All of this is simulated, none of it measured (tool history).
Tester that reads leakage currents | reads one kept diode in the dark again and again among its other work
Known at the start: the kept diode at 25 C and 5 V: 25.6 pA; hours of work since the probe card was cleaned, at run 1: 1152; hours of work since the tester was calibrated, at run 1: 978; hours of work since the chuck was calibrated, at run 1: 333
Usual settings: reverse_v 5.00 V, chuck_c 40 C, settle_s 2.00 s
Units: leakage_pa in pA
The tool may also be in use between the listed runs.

| run | hour | reverse_v | chuck_c | settle_s | hours of work since the probe card was cleaned | hours of work since the tester was calibrated | hours of work since the chuck was calibrated | leakage_pa |
|---|---|---|---|---|---|---|---|---|
| 1 | 0.0 | 5.00 | 40 | 2.00 | 1152 | 978 | 333 | 98.44 |
| 2 | 38.7 | 1.97 | 40 | 2.00 | 1177 | 1003 | 358 | 57.31 |
| 3 | 63.8 | 1.97 | 40 | 2.00 | 1194 | 1019 | 374 | 57.14 |
| 4 | 80.8 | 5.00 | 40 | 2.00 | 1205 | 1030 | 385 | 98.81 |
| 5 | 114.0 | 5.00 | 40 | 2.00 | 1227 | 1052 | 407 | 98.72 |
| 6 | 146.3 | 5.00 | 40 | 2.00 | 1248 | 1073 | 428 | 98.59 |
| 7 | 185.9 | 5.00 | 40 | 2.00 | 1273 | 1099 | 454 | 98.79 |
| 8 | 215.2 | 5.00 | 40 | 2.00 | 1293 | 1118 | 473 | 98.21 |
| 9 | 250.0 | 5.00 | 40 | 2.00 | 1315 | 1141 | 496 | 98.89 |
| 10 | 278.0 | 5.00 | 46 | 2.00 | 1334 | 1159 | 514 | 162.71 |
| 11 | 299.6 | 2.06 | 23 | 2.24 | 1348 | 1173 | 528 | 12.75 |
| 12 | 339.3 | 12.82 | 40 | 2.00 | 1374 | 1199 | 554 | 172.06 |
| 13 | 369.1 | 4.57 | 40 | 2.00 | 1393 | 1218 | 573 | 93.74 |
| 14 | 388.3 | 1.20 | 28 | 2.00 | 1406 | 1231 | 586 | 14.68 |
| 15 | 412.8 | 1.20 | 30 | 2.00 | 1422 | 1247 | 602 | 17.68 |
|  | 444.4 | probe card cleaned and baked |
| 16 | 447.2 | 5.00 | 40 | 0.39 | 2 | 1267 | 622 | 100.73 |
| 17 | 474.8 | 5.00 | 40 | 0.39 | 20 | 1285 | 640 | 100.40 |
| 18 | 498.1 | 12.81 | 40 | 0.39 | 35 | 1301 | 656 | 175.83 |
| 19 | 518.3 | 12.81 | 40 | 0.39 | 48 | 1314 | 669 | 175.97 |

Forecast each of these 3 alternatives for the next run:
| A | 536.7 | 4.52 | 42 | 0.39 | 60 | 1326 | 681 | ? |
| B | 536.7 | 16.14 | 40 | 1.26 | 60 | 1326 | 681 | ? |
| C | 536.7 | 7.09 | 40 | 2.00 | 60 | 1326 | 681 | ? |

| run | leakage_pa |
|---|---|
| A | 111.69 |
| B | 198.07 |
| C | 120.77 |
Without the tool's hidden state the same runs would have given:
| run | leakage_pa |
|---|---|
| A | 111.73 |
| B | 198.13 |
| C | 120.80 |
